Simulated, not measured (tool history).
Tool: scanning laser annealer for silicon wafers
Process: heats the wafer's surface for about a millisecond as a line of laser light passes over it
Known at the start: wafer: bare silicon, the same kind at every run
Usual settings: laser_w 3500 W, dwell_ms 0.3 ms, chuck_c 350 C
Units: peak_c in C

Run 1, hour 0: usual settings. Result: peak_c 1112 C.
Run 2, hour 63: usual settings. Result: peak_c 1107 C.
Run 3, hour 104.3: usual settings. Result: peak_c 1107 C.
Run 4, hour 168.5: usual settings. Result: peak_c 1103 C.
Run 5, hour 248: usual settings. Result: peak_c 1102 C.
At hour 315.1: window over the wafer cleaned.
Run 6, hour 315.1: usual settings but laser_w 3751 W. Result: peak_c 1208 C.
Run 7, hour 365.4: usual settings but dwell_ms 0.221 ms. Result: peak_c 1041 C.
Run 8, hour 449: usual settings but dwell_ms 0.221 ms. Result: peak_c 1038 C.
Run 9, hour 491.3: usual settings. Result: peak_c 1133 C.
Run 10, hour 545.6: usual settings but chuck_c 335 C. Result: peak_c 1114 C.
Run 11, hour 597.9: usual settings but laser_w 3466 W, chuck_c 335 C. Result: peak_c 1107 C.
Run 12, hour 666.5: usual settings but laser_w 3466 W, chuck_c 335 C. Result: peak_c 1101 C.
Run 13, hour 729.5: usual settings but laser_w 3466 W, chuck_c 335 C. Result: peak_c 1096 C.
Run 14, hour 797.6: usual settings but laser_w 3466 W, chuck_c 335 C. Result: peak_c 1097 C.
Run 15, hour 887.6: usual settings but chuck_c 372 C. Result: peak_c 1136 C.
Run 16, hour 939.4: usual settings but chuck_c 372 C. Result: peak_c 1136 C.
Run 17, hour 985.2: usual settings but chuck_c 372 C. Result: peak_c 1134 C.
Run 18, hour 1027.2: usual settings but chuck_c 372 C. Result: peak_c 1133 C.
Run 19, hour 1093.9: usual settings but chuck_c 372 C. Result: peak_c 1127 C.
Run 20, hour 1169.3: usual settings but laser_w 3365 W, dwell_ms 0.35 ms, chuck_c 319 C. Result: peak_c 1084 C.
Run 21, hour 1249.1: usual settings but laser_w 3221 W, dwell_ms 0.285 ms, chuck_c 379 C. Result: peak_c 1040 C.
Run 22, hour 1301.9: usual settings but dwell_ms 0.323 ms, chuck_c 356 C. Result: peak_c 1129 C.
Run 23, hour 1381.2: usual settings but laser_w 3002 W, chuck_c 311 C. Result: peak_c 926 C.
Run 24, hour 1468.3: usual settings but laser_w 3364 W. Result: peak_c 1053 C.
Run 25, hour 1544.6: usual settings but laser_w 3364 W. Result: peak_c 1051 C.
Run 26, hour 1590.4: usual settings but laser_w 3364 W. Result: peak_c 1051 C.
Run 27, hour 1656.4: usual settings but laser_w 3364 W. Result: peak_c 1047 C.
Run 28, hour 1719.9: usual settings but dwell_ms 0.271 ms. Result: peak_c 1048 C.
At hour 1781.3: window over the wafer cleaned.
At hour 1808.8: optics aligned, line set to its width.
Run 29, hour 1811: usual settings but dwell_ms 0.221 ms. Result: peak_c 1045 C.
Run 30, hour 1878.6: usual settings but laser_w 3323 W, dwell_ms 0.241 ms, chuck_c 366 C. Result: peak_c 1042 C.
Run 31, hour 1943.4: usual settings but laser_w 3323 W, dwell_ms 0.241 ms, chuck_c 366 C. Result: peak_c 1039 C.
Run 32, hour 2026.9: usual settings but laser_w 3323 W, dwell_ms 0.241 ms, chuck_c 366 C. Result: peak_c 1033 C.
Run 33, hour 2091.6: usual settings but laser_w 3323 W, dwell_ms 0.241 ms, chuck_c 366 C. Result: peak_c 1029 C.
Run 34, hour 2171.5: usual settings but dwell_ms 0.214 ms. Result: peak_c 1021 C.
Run 35, hour 2254.2: usual settings but dwell_ms 0.214 ms. Result: peak_c 1017 C.

5 ways to go on from here, each from the tool as it stands after run 35. What would each give?
Run A, hour 2338.4: usual settings but laser_w 3298 W, dwell_ms 0.229 ms, chuck_c 371 C. Result: peak_c ?.
Run B, hour 2338.4: usual settings but dwell_ms 0.367 ms, chuck_c 362 C. Result: peak_c ?.
Run C, hour 2338.4: usual settings but laser_w 3220 W, dwell_ms 0.268 ms, chuck_c 313 C. Result: peak_c ?.
Run D, hour 2338.4: usual settings but laser_w 3331 W, dwell_ms 0.225 ms, chuck_c 380 C. Result: peak_c ?.
Run E, hour 2338.4: usual settings but laser_w 3264 W, chuck_c 329 C. Result: peak_c ?.

run  peak_c
  A    1009
  B    1198
  C     970
  D    1017
  E    1033
Without the tool's hidden state the same runs would have given:
run  peak_c
  A    1039
  B    1238
  C    1002
  D    1048
  E    1068
